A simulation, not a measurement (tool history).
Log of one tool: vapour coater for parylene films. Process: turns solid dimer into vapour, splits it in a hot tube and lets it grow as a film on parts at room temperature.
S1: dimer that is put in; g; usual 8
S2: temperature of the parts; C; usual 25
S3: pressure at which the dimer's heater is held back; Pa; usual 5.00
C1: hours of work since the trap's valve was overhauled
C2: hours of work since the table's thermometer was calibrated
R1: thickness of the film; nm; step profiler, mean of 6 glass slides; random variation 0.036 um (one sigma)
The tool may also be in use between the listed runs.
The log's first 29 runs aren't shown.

| run | hour | S1 | S2 | S3 | C1 | C2 | R1 |
|---|---|---|---|---|---|---|---|
| 30 | 676.6 | 8 | 24 | 10.48 | 261 | 401 | 3360 |
| 31 | 701.1 | 11 | 25 | 8.22 | 281 | 421 | 4370 |
| 32 | 716.2 | 11 | 25 | 8.22 | 293 | 434 | 4400 |
| 33 | 748.5 | 13 | 33 | 7.23 | 320 | 460 | 3770 |
|  | 767.8 | trap's valve overhauled |
| 34 | 774.7 | 13 | 33 | 7.23 | 6 | 479 | 4390 |
| 35 | 792.7 | 13 | 20 | 2.80 | 21 | 494 | 7590 |
| 36 | 815.9 | 4 | 23 | 5.95 | 40 | 513 | 1950 |
| 37 | 848.9 | 10 | 32 | 3.12 | 67 | 540 | 3620 |
| 38 | 868.1 | 4 | 20 | 3.12 | 83 | 556 | 2310 |
| 39 | 900.0 | 7 | 25 | 5.00 | 109 | 582 | 3110 |
| 40 | 929.6 | 12 | 22 | 8.70 | 134 | 607 | 5870 |
| 41 | 955.0 | 6 | 31 | 3.08 | 155 | 628 | 2200 |
| 42 | 987.0 | 6 | 31 | 3.08 | 181 | 654 | 2100 |
| 43 | 1001.5 | 14 | 31 | 3.81 | 193 | 666 | 4950 |
| 44 | 1031.8 | 14 | 31 | 3.81 | 218 | 691 | 4870 |
| 45 | 1046.3 | 14 | 31 | 3.81 | 230 | 703 | 4910 |
| 46 | 1067.9 | 14 | 31 | 3.81 | 248 | 721 | 4760 |

Forecast each of these 3 alternatives for the next run:
| A | 1100.1 | 4 | 31 | 3.02 | 275 | 748 | ? |
| B | 1100.1 | 13 | 26 | 10.31 | 275 | 748 | ? |
| C | 1100.1 | 4 | 31 | 3.81 | 275 | 748 | ? |

| run | R1 |
|---|---|
| A | 1360 |
| B | 4920 |
| C | 1340 |
Without the tool's hidden state the same runs would have given:
| run | R1 |
|---|---|
| A | 1530 |
| B | 5530 |
| C | 1500 |

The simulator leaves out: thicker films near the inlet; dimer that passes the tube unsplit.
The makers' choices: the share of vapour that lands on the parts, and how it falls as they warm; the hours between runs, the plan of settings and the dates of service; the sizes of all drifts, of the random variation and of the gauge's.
